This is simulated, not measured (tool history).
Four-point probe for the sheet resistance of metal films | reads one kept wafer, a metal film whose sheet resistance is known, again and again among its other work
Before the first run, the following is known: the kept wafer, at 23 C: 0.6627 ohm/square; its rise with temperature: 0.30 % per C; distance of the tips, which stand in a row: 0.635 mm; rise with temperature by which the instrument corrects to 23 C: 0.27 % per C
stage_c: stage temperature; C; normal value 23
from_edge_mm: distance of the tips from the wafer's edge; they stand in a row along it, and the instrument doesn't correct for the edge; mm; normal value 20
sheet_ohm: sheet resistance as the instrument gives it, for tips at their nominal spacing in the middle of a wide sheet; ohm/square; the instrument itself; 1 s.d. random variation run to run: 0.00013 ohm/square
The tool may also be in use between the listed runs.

{"run": 1, "day": 0.0, "stage_c": 23, "from_edge_mm": 20, "sheet_ohm": 0.663122}
{"run": 2, "day": 0.408, "stage_c": 23, "from_edge_mm": 20, "sheet_ohm": 0.663108}
{"run": 3, "day": 1.017, "stage_c": 23, "from_edge_mm": 11, "sheet_ohm": 0.663856}
{"run": 4, "day": 1.662, "stage_c": 26, "from_edge_mm": 20, "sheet_ohm": 0.663548}
{"run": 5, "day": 2.292, "stage_c": 26, "from_edge_mm": 20, "sheet_ohm": 0.663614}
{"run": 6, "day": 2.954, "stage_c": 26, "from_edge_mm": 20, "sheet_ohm": 0.663619}
{"run": 7, "day": 3.379, "stage_c": 23, "from_edge_mm": 20, "sheet_ohm": 0.663272}
{"run": 8, "day": 3.867, "stage_c": 23, "from_edge_mm": 29, "sheet_ohm": 0.662887}
{"run": 9, "day": 4.342, "stage_c": 19, "from_edge_mm": 29, "sheet_ohm": 0.662229}
{"run": 10, "day": 4.846, "stage_c": 19, "from_edge_mm": 29, "sheet_ohm": 0.662158}
{"run": 11, "day": 5.221, "stage_c": 19, "from_edge_mm": 29, "sheet_ohm": 0.662083}
{"run": 12, "day": 5.796, "stage_c": 28, "from_edge_mm": 9, "sheet_ohm": 0.66521}
{"run": 13, "day": 6.162, "stage_c": 21, "from_edge_mm": 8, "sheet_ohm": 0.664604}
{"run": 14, "day": 6.467, "stage_c": 21, "from_edge_mm": 8, "sheet_ohm": 0.664593}
{"run": 15, "day": 6.8, "stage_c": 21, "from_edge_mm": 5, "sheet_ohm": 0.668159}
{"run": 16, "day": 7.392, "stage_c": 21, "from_edge_mm": 5, "sheet_ohm": 0.668016}

Below are 3 alternative next runs, each starting from the tool's condition after run 16. Predict each:
{"run": "A", "day": 7.954, "stage_c": 23, "from_edge_mm": 17, "sheet_ohm": "?"}
{"run": "B", "day": 7.954, "stage_c": 29, "from_edge_mm": 7, "sheet_ohm": "?"}
{"run": "C", "day": 7.954, "stage_c": 19, "from_edge_mm": 22, "sheet_ohm": "?"}

run=A sheet_ohm=0.663131
run=B sheet_ohm=0.666395
run=C sheet_ohm=0.662435
With the hidden condition removed and each run's random variation left untouched, the same runs would have given:
run=A sheet_ohm=0.663098
run=B sheet_ohm=0.666361
run=C sheet_ohm=0.662401

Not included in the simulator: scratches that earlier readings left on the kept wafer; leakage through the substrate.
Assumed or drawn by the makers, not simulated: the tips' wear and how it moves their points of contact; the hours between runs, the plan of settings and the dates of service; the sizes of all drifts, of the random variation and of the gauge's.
